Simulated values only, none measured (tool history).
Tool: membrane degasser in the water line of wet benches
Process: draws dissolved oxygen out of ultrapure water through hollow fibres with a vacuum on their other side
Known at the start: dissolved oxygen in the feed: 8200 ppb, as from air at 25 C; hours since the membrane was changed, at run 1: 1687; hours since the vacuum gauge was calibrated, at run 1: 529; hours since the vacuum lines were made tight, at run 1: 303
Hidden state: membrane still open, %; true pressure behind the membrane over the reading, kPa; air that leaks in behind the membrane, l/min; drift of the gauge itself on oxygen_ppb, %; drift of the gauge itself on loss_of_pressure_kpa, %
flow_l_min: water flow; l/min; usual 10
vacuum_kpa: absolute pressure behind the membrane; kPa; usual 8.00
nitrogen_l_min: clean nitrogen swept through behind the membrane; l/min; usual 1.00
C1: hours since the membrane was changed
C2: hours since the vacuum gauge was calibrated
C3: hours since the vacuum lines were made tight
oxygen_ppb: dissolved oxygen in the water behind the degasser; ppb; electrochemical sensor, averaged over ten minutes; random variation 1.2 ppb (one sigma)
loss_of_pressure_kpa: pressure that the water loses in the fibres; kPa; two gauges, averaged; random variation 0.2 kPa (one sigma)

run 1 day=0.000 | flow_l_min=10 vacuum_kpa=8.00 nitrogen_l_min=1.00 | C1=1687 C2=529 C3=303 | oxygen_ppb=113.5 loss_of_pressure_kpa=46.28
run 2 day=1.746 | flow_l_min=10 vacuum_kpa=8.00 nitrogen_l_min=1.00 | C1=1729 C2=571 C3=345 | oxygen_ppb=114.5 loss_of_pressure_kpa=46.52
run 3 day=2.679 | flow_l_min=10 vacuum_kpa=8.00 nitrogen_l_min=1.00 | C1=1752 C2=594 C3=367 | oxygen_ppb=115.5 loss_of_pressure_kpa=46.31
run 4 day=3.625 | flow_l_min=10 vacuum_kpa=8.74 nitrogen_l_min=1.00 | C1=1774 C2=616 C3=390 | oxygen_ppb=131.3 loss_of_pressure_kpa=46.47
run 5 day=5.300 | flow_l_min=10 vacuum_kpa=8.00 nitrogen_l_min=1.00 | C1=1815 C2=657 C3=430 | oxygen_ppb=114.5 loss_of_pressure_kpa=46.35
run 6 day=6.879 | flow_l_min=10 vacuum_kpa=8.00 nitrogen_l_min=1.00 | C1=1852 C2=695 C3=468 | oxygen_ppb=115.2 loss_of_pressure_kpa=46.00
run 7 day=8.308 | flow_l_min=10 vacuum_kpa=8.00 nitrogen_l_min=1.00 | C1=1887 C2=729 C3=502 | oxygen_ppb=114.1 loss_of_pressure_kpa=46.64
run 8 day=9.996 | flow_l_min=10 vacuum_kpa=8.00 nitrogen_l_min=1.00 | C1=1927 C2=769 C3=543 | oxygen_ppb=114.2 loss_of_pressure_kpa=46.43
run 9 day=11.042 | flow_l_min=10 vacuum_kpa=8.00 nitrogen_l_min=1.00 | C1=1952 C2=794 C3=568 | oxygen_ppb=113.9 loss_of_pressure_kpa=46.68

The next listed run, before its measurement:
run 10 day=12.067 | flow_l_min=10 vacuum_kpa=8.00 nitrogen_l_min=2.64 | C1=1977 C2=819 C3=593 | oxygen_ppb=? loss_of_pressure_kpa=?

{"run 10": {"oxygen_ppb": 47.5, "loss_of_pressure_kpa": 46.38}}
Without the tool's hidden state the same run would have given oxygen_ppb 47.5 ppb, loss_of_pressure_kpa 46.09 kPa.
